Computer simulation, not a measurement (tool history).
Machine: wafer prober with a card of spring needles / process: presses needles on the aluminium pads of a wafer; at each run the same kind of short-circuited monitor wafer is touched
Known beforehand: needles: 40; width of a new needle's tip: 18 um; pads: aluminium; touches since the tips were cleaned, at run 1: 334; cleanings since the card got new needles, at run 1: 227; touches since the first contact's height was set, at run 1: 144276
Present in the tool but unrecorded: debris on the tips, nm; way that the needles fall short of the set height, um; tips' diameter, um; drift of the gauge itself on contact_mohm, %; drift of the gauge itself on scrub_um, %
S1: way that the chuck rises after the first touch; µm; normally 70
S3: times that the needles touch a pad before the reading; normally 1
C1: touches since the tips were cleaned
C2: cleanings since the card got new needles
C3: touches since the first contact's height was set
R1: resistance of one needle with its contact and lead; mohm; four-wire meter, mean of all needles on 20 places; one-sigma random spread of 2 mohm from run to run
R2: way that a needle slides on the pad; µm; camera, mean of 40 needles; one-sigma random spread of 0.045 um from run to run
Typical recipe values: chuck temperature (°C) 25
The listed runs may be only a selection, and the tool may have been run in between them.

run 1 day=0 | S1=70 chuck_temperature_(°C)=25 S3=1 | C1=334 C2=227 C3=144276 | R1=263 R2=8.61
-- day=0.171 tips cleaned on abrasive film
-- day=0.346 tips cleaned on abrasive film
-- day=0.517 tips cleaned on abrasive film
-- day=0.692 tips cleaned on abrasive film
-- day=0.862 tips cleaned on abrasive film
-- day=1.033 tips cleaned on abrasive film
-- day=1.208 tips cleaned on abrasive film
-- day=1.379 tips cleaned on abrasive film
-- day=1.596 tips cleaned on abrasive film
run 2 day=1.617 | S1=72 chuck_temperature_(°C)=25 S3=1 | C1=207 C2=236 C3=158838 | R1=256 R2=8.64
-- day=1.788 tips cleaned on abrasive film
-- day=1.962 tips cleaned on abrasive film
-- day=2.133 tips cleaned on abrasive film
-- day=2.35 tips cleaned on abrasive film
-- day=2.521 tips cleaned on abrasive film
-- day=2.738 tips cleaned on abrasive film
-- day=2.908 tips cleaned on abrasive film
-- day=3.079 tips cleaned on abrasive film
-- day=3.296 tips cleaned on abrasive film
-- day=3.467 tips cleaned on abrasive film
-- day=3.683 tips cleaned on abrasive film
-- day=3.854 tips cleaned on abrasive film
-- day=4.025 tips cleaned on abrasive film
-- day=4.2 tips cleaned on abrasive film
-- day=4.371 tips cleaned on abrasive film
-- day=4.588 tips cleaned on abrasive film
run 3 day=4.7 | S1=72 chuck_temperature_(°C)=25 S3=1 | C1=1062 C2=252 C3=186670 | R1=321 R2=8.52
-- day=4.792 tips cleaned on abrasive film
-- day=4.962 tips cleaned on abrasive film
-- day=5.179 tips cleaned on abrasive film
-- day=5.35 tips cleaned on abrasive film
-- day=5.521 tips cleaned on abrasive film
-- day=5.696 tips cleaned on abrasive film
-- day=5.867 tips cleaned on abrasive film
-- day=5.954 tips cleaned on abrasive film, once more
-- day=6.129 tips cleaned on abrasive film
-- day=6.342 tips cleaned on abrasive film
-- day=6.558 tips cleaned on abrasive film
-- day=6.729 tips cleaned on abrasive film
-- day=6.904 tips cleaned on abrasive film
run 4 day=6.904 | S1=72 chuck_temperature_(°C)=25 S3=1 | C1=0 C2=265 C3=206470 | R1=233 R2=8.46
-- day=7.075 tips cleaned on abrasive film
-- day=7.25 tips cleaned on abrasive film
-- day=7.421 tips cleaned on abrasive film
-- day=7.592 tips cleaned on abrasive film
-- day=7.767 tips cleaned on abrasive film
-- day=7.938 tips cleaned on abrasive film
-- day=8.154 tips cleaned on abrasive film
-- day=8.325 tips cleaned on abrasive film
-- day=8.496 tips cleaned on abrasive film
run 5 day=8.538 | S1=72 chuck_temperature_(°C)=25 S3=1 | C1=372 C2=274 C3=221198 | R1=266 R2=8.39
-- day=8.708 tips cleaned on abrasive film
-- day=8.883 tips cleaned on abrasive film
-- day=9.054 tips cleaned on abrasive film
-- day=9.271 tips cleaned on abrasive film
-- day=9.483 tips cleaned on abrasive film
-- day=9.658 tips cleaned on abrasive film
-- day=9.829 tips cleaned on abrasive film
-- day=9.925 height of the first contact set anew
-- day=10.058 tips cleaned on abrasive film
-- day=10.229 tips cleaned on abrasive film
-- day=10.4 tips cleaned on abrasive film
-- day=10.617 tips cleaned on abrasive film
-- day=10.788 tips cleaned on abrasive film
-- day=10.962 tips cleaned on abrasive film
run 6 day=10.971 | S1=72 chuck_temperature_(°C)=25 S3=1 | C1=82 C2=287 C3=9394 | R1=243 R2=9.33
-- day=11.142 tips cleaned on abrasive film
-- day=11.358 tips cleaned on abrasive film
-- day=11.571 tips cleaned on abrasive film
-- day=11.788 tips cleaned on abrasive film
-- day=12 tips cleaned on abrasive film
-- day=12.175 tips cleaned on abrasive film
-- day=12.346 tips cleaned on abrasive film
-- day=12.517 tips cleaned on abrasive film
-- day=12.692 tips cleaned on abrasive film
-- day=12.862 tips cleaned on abrasive film
-- day=13.038 tips cleaned on abrasive film
-- day=13.208 tips cleaned on abrasive film
-- day=13.421 tips cleaned on abrasive film
-- day=13.638 tips cleaned on abrasive film
-- day=13.808 tips cleaned on abrasive film
run 7 day=13.883 | S1=72 chuck_temperature_(°C)=25 S3=1 | C1=684 C2=302 C3=35689 | R1=300 R2=9.35
-- day=14.012 tips cleaned on abrasive film
-- day=14.188 tips cleaned on abrasive film
-- day=14.358 tips cleaned on abrasive film
-- day=14.533 tips cleaned on abrasive film
-- day=14.704 tips cleaned on abrasive film
-- day=14.917 tips cleaned on abrasive film
-- day=15.133 tips cleaned on abrasive film
-- day=15.304 tips cleaned on abrasive film
-- day=15.479 tips cleaned on abrasive film
run 8 day=15.579 | S1=70 chuck_temperature_(°C)=68 S3=1 | C1=931 C2=311 C3=50975 | R1=318 R2=8.86
-- day=15.667 tips cleaned on abrasive film
-- day=15.842 tips cleaned on abrasive film
-- day=16.012 tips cleaned on abrasive film
-- day=16.225 tips cleaned on abrasive film
-- day=16.4 tips cleaned on abrasive film
-- day=16.571 tips cleaned on abrasive film
-- day=16.746 tips cleaned on abrasive film
-- day=16.958 tips cleaned on abrasive film
-- day=17.175 tips cleaned on abrasive film
-- day=17.346 tips cleaned on abrasive film
-- day=17.562 tips cleaned on abrasive film
-- day=17.775 tips cleaned on abrasive film
-- day=17.988 tips cleaned on abrasive film
-- day=18.196 tips cleaned on abrasive film
run 9 day=18.196 | S1=70 chuck_temperature_(°C)=68 S3=1 | C1=0 C2=325 C3=74551 | R1=246 R2=8.85
-- day=18.408 tips cleaned on abrasive film
-- day=18.579 tips cleaned on abrasive film
-- day=18.754 tips cleaned on abrasive film
-- day=18.925 tips cleaned on abrasive film
-- day=19.1 tips cleaned on abrasive film
-- day=19.271 tips cleaned on abrasive film
-- day=19.488 tips cleaned on abrasive film
-- day=19.658 tips cleaned on abrasive film
-- day=19.829 tips cleaned on abrasive film
-- day=20.046 tips cleaned on abrasive film
-- day=20.217 tips cleaned on abrasive film
run 10 day=20.288 | S1=70 chuck_temperature_(°C)=68 S3=1 | C1=629 C2=336 C3=93415 | R1=305 R2=8.78
-- day=20.417 tips cleaned on abrasive film
-- day=20.588 tips cleaned on abrasive film
-- day=20.762 tips cleaned on abrasive film
-- day=20.933 tips cleaned on abrasive film
-- day=21.104 tips cleaned on abrasive film
-- day=21.321 tips cleaned on abrasive film
-- day=21.533 tips cleaned on abrasive film
-- day=21.75 tips cleaned on abrasive film
-- day=21.921 tips cleaned on abrasive film
-- day=22.096 tips cleaned on abrasive film
-- day=22.267 tips cleaned on abrasive film
-- day=22.442 tips cleaned on abrasive film
-- day=22.612 tips cleaned on abrasive film
-- day=22.783 tips cleaned on abrasive film
-- day=23 tips cleaned on abrasive film
-- day=23.171 tips cleaned on abrasive film
run 11 day=23.312 | S1=70 chuck_temperature_(°C)=100 S3=2 | C1=1298 C2=352 C3=120709 | R1=317 R2=8.67
-- day=23.358 tips cleaned on abrasive film
-- day=23.575 tips cleaned on abrasive film
-- day=23.746 tips cleaned on abrasive film
-- day=23.958 tips cleaned on abrasive film
-- day=24.175 tips cleaned on abrasive film
-- day=24.388 tips cleaned on abrasive film
-- day=24.604 tips cleaned on abrasive film
-- day=24.775 tips cleaned on abrasive film
-- day=24.95 tips cleaned on abrasive film
-- day=25.121 tips cleaned on abrasive film
-- day=25.296 tips cleaned on abrasive film
-- day=25.467 tips cleaned on abrasive film
-- day=25.679 tips cleaned on abrasive film
run 12 day=25.796 | S1=70 chuck_temperature_(°C)=100 S3=2 | C1=1051 C2=365 C3=143101 | R1=303 R2=8.63
-- day=25.883 tips cleaned on abrasive film
-- day=26.054 tips cleaned on abrasive film
-- day=26.229 tips cleaned on abrasive film
-- day=26.4 tips cleaned on abrasive film
-- day=26.575 tips cleaned on abrasive film
-- day=26.788 tips cleaned on abrasive film
-- day=26.958 tips cleaned on abrasive film
-- day=27.133 tips cleaned on abrasive film
-- day=27.304 tips cleaned on abrasive film
-- day=27.521 tips cleaned on abrasive film
-- day=27.733 tips cleaned on abrasive film
-- day=27.95 tips cleaned on abrasive film
-- day=28.162 tips cleaned on abrasive film
-- day=28.338 tips cleaned on abrasive film
run 13 day=28.433 | S1=63 chuck_temperature_(°C)=27 S3=2 | C1=902 C2=379 C3=166894 | R1=313 R2=7.63
-- day=28.521 tips cleaned on abrasive film
-- day=28.696 tips cleaned on abrasive film
-- day=28.867 tips cleaned on abrasive film
-- day=29.038 tips cleaned on abrasive film
-- day=29.212 tips cleaned on abrasive film
-- day=29.383 tips cleaned on abrasive film
-- day=29.558 tips cleaned on abrasive film
-- day=29.729 tips cleaned on abrasive film
-- day=29.9 tips cleaned on abrasive film
-- day=30.075 tips cleaned on abrasive film
-- day=30.288 tips cleaned on abrasive film
-- day=30.462 tips cleaned on abrasive film
-- day=30.675 tips cleaned on abrasive film
-- day=30.892 tips cleaned on abrasive film
-- day=31.062 tips cleaned on abrasive film
run 14 day=31.221 | S1=51 chuck_temperature_(°C)=74 S3=1 | C1=1451 C2=394 C3=192012 | R1=547 R2=5.98
-- day=31.267 tips cleaned on abrasive film
-- day=31.438 tips cleaned on abrasive film
-- day=31.612 tips cleaned on abrasive film
-- day=31.825 tips cleaned on abrasive film
-- day=32.042 tips cleaned on abrasive film
-- day=32.212 tips cleaned on abrasive film
-- day=32.429 tips cleaned on abrasive film
-- day=32.642 tips cleaned on abrasive film
-- day=32.812 tips cleaned on abrasive film
-- day=32.988 tips cleaned on abrasive film
-- day=33.158 tips cleaned on abrasive film
run 15 day=33.217 | S1=88 chuck_temperature_(°C)=74 S3=2 | C1=524 C2=405 C3=209995 | R1=265 R2=10.68
-- day=33.346 tips cleaned on abrasive film
-- day=33.521 tips cleaned on abrasive film
-- day=33.733 tips cleaned on abrasive film
-- day=33.95 tips cleaned on abrasive film
-- day=34.121 tips cleaned on abrasive film
-- day=34.333 tips cleaned on abrasive film
-- day=34.508 tips cleaned on abrasive film
-- day=34.679 tips cleaned on abrasive film
-- day=34.854 tips cleaned on abrasive film
-- day=35.025 tips cleaned on abrasive film
run 16 day=35.104 | S1=88 chuck_temperature_(°C)=74 S3=2 | C1=726 C2=415 C3=227016 | R1=270 R2=10.62

Branching from run 16: 3 alternative next runs. What would each branch give?
-- day=35.233 tips cleaned on abrasive film
-- day=35.408 tips cleaned on abrasive film
-- day=35.579 tips cleaned on abrasive film
-- day=35.75 tips cleaned on abrasive film
-- day=35.85 height of the first contact set anew
-- day=35.938 tips cleaned on abrasive film
-- day=36.108 tips cleaned on abrasive film
-- day=36.283 tips cleaned on abrasive film
-- day=36.454 tips cleaned on abrasive film
-- day=36.625 tips cleaned on abrasive film
-- day=36.842 tips cleaned on abrasive film
-- day=37.012 tips cleaned on abrasive film
run A day=37.179 | S1=61 chuck_temperature_(°C)=125 S3=2 | C1=1511 C2=426 C3=11987 | R1=? R2=?
-- day=35.233 tips cleaned on abrasive film
-- day=35.408 tips cleaned on abrasive film
-- day=35.579 tips cleaned on abrasive film
-- day=35.75 tips cleaned on abrasive film
-- day=35.85 height of the first contact set anew
-- day=35.938 tips cleaned on abrasive film
-- day=36.108 tips cleaned on abrasive film
-- day=36.283 tips cleaned on abrasive film
-- day=36.454 tips cleaned on abrasive film
-- day=36.625 tips cleaned on abrasive film
-- day=36.842 tips cleaned on abrasive film
-- day=37.012 tips cleaned on abrasive film
run B day=37.179 | S1=75 chuck_temperature_(°C)=60 S3=1 | C1=1511 C2=426 C3=11987 | R1=? R2=?
-- day=35.233 tips cleaned on abrasive film
-- day=35.408 tips cleaned on abrasive film
-- day=35.579 tips cleaned on abrasive film
-- day=35.75 tips cleaned on abrasive film
-- day=35.85 height of the first contact set anew
-- day=35.938 tips cleaned on abrasive film
-- day=36.108 tips cleaned on abrasive film
-- day=36.283 tips cleaned on abrasive film
-- day=36.454 tips cleaned on abrasive film
-- day=36.625 tips cleaned on abrasive film
-- day=36.842 tips cleaned on abrasive film
-- day=37.012 tips cleaned on abrasive film
run C day=37.179 | S1=70 chuck_temperature_(°C)=75 S3=2 | C1=1511 C2=426 C3=11987 | R1=? R2=?

run=A R1=351 R2=7.91
run=B R1=357 R2=9.7
run=C R1=320 R2=9.14
Without the tool's unlogged condition, the same runs would have read:
run=A R1=247 R2=7.95
run=B R1=230 R2=9.74
run=C R1=233 R2=9.18

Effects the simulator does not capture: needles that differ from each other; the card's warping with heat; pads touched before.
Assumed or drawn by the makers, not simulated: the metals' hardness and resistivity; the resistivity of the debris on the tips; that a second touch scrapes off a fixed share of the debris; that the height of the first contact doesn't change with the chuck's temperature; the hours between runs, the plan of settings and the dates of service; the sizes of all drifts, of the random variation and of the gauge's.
